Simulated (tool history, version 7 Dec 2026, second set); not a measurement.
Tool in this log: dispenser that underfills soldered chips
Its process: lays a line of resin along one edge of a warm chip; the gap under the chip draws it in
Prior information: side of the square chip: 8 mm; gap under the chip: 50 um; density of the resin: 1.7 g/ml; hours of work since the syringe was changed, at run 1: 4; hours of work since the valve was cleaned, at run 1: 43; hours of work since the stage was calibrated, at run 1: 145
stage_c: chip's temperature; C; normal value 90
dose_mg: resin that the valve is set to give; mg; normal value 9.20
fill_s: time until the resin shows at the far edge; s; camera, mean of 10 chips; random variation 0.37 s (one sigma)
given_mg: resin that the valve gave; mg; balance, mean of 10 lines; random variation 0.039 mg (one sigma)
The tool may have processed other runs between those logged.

| run | hour | stage_c | dose_mg | hours of work since the syringe was changed | hours of work since the valve was cleaned | hours of work since the stage was calibrated | fill_s | given_mg |
|---|---|---|---|---|---|---|---|---|
| 1 | 0.0 | 90 | 9.20 | 4 | 43 | 145 | 31.7 | 8.93 |
| 2 | 3.5 | 90 | 9.20 | 7 | 46 | 147 | 37.1 | 8.95 |
| 3 | 7.9 | 90 | 9.20 | 10 | 49 | 150 | 46.0 | 8.85 |
|  | 9.5 | new syringe of resin |
| 4 | 12.1 | 90 | 9.20 | 2 | 51 | 153 | 26.0 | 8.85 |
| 5 | 17.0 | 90 | 9.20 | 5 | 55 | 156 | 33.3 | 8.82 |
| 6 | 22.5 | 90 | 9.80 | 9 | 58 | 160 | 42.6 | 9.30 |
|  | 25.7 | new syringe of resin |
| 7 | 27.3 | 103 | 11.30 | 1 | 61 | 163 | 14.8 | 10.74 |
| 8 | 30.3 | 103 | 11.30 | 3 | 63 | 165 | 17.0 | 10.71 |
| 9 | 34.4 | 103 | 11.30 | 6 | 66 | 168 | 19.9 | 10.76 |
| 10 | 40.5 | 84 | 9.04 | 10 | 70 | 172 | 59.9 | 8.54 |
|  | 41.6 | new syringe of resin |
| 11 | 45.3 | 95 | 8.44 | 2 | 73 | 175 | 23.3 | 8.01 |
| 12 | 50.7 | 77 | 9.40 | 6 | 77 | 178 | 63.4 | 8.84 |

How would selected steps in fill_s from run to run divide? Give the signed amount a tool lacking its hidden state would still show from settings, what came in and random variation, and the signed amount left for the hidden state, including any gauge scatter that is not in both of the compared results.
Hidden state at play: resin's viscosity, % of fresh resin's; dose that the valve gives, % of what is set; true chip temperature over the reading, C; drift of the gauge itself on fill_s, %; drift of the gauge itself on given_mg, %.
Run 10 -> 11: stage_c 84 -> 95, dose_mg 9.04 -> 8.44, new syringe of resin. fill_s -36.6 s: hidden state -26.3, all else -10.3.
Run 11 -> 12: stage_c 95 -> 77, dose_mg 8.44 -> 9.40. fill_s +40.1 s: hidden state +19.0, all else +21.1.
